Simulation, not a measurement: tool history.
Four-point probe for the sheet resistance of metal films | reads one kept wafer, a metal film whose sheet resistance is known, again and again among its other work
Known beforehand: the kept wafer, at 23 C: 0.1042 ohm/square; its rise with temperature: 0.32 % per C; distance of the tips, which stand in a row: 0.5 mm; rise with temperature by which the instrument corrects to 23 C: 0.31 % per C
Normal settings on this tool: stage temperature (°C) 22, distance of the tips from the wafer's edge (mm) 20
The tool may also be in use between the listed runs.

| run | hour | stage temperature (°C) | distance of the tips from the wafer's edge (mm) | sheet resistance as the instrument gives it (ohm/square) |
|---|---|---|---|---|
| 1 | 0 | 22 | 20 | 0.104134 |
| 2 | 120.9 | 22 | 20 | 0.104229 |
| 3 | 233.9 | 22 | 20 | 0.104298 |
| 4 | 350 | 22 | 20 | 0.104432 |
| 5 | 452.1 | 22 | 20 | 0.104448 |
| 6 | 557.4 | 30 | 20 | 0.104673 |
| 7 | 657.4 | 30 | 20 | 0.104715 |
| 8 | 771.6 | 30 | 20 | 0.10476 |
| 9 | 828.4 | 30 | 20 | 0.104811 |
| 10 | 927.3 | 30 | 20 | 0.104907 |
|  | 1024.7 | new probe head fitted |
| 11 | 1042.1 | 22 | 3 | 0.105375 |
| 12 | 1155.7 | 22 | 3 | 0.1055 |
|  | 1243.8 | stage's thermometer calibrated |
| 13 | 1272.3 | 31 | 20 | 0.104119 |
| 14 | 1388.3 | 25 | 8 | 0.104264 |
| 15 | 1460.2 | 25 | 8 | 0.104288 |
| 16 | 1520 | 26 | 5 | 0.104732 |
| 17 | 1629.7 | 26 | 5 | 0.104828 |
| 18 | 1754.4 | 26 | 5 | 0.104839 |
| 19 | 1867.3 | 26 | 29 | 0.104432 |
| 20 | 1931.4 | 25 | 29 | 0.104396 |
| 21 | 2006.9 | 25 | 29 | 0.104482 |
| 22 | 2067.9 | 25 | 29 | 0.104532 |
| 23 | 2126.3 | 23 | 7 | 0.104753 |
| 24 | 2246.2 | 20 | 6 | 0.104942 |
| 25 | 2359.6 | 20 | 6 | 0.105013 |
| 26 | 2437.2 | 27 | 10 | 0.104917 |

Here are 4 independent what-if runs from the current tool condition. What would each one return?
|  | 2508.3 | new probe head fitted |
| A | 2543.4 | 23 | 20 | ? |
|  | 2508.3 | new probe head fitted |
| B | 2543.4 | 20 | 7 | ? |
|  | 2508.3 | new probe head fitted |
| C | 2543.4 | 21 | 13 | ? |
|  | 2508.3 | new probe head fitted |
| D | 2543.4 | 33 | 64 | ? |

| run | sheet resistance as the instrument gives it (ohm/square) |
|---|---|
| A | 0.104371 |
| B | 0.104611 |
| C | 0.104408 |
| D | 0.104527 |
With the hidden condition removed and each run's random variation left untouched, the same runs would have given:
| run | sheet resistance as the instrument gives it (ohm/square) |
|---|---|
| A | 0.104216 |
| B | 0.104455 |
| C | 0.104253 |
| D | 0.104373 |
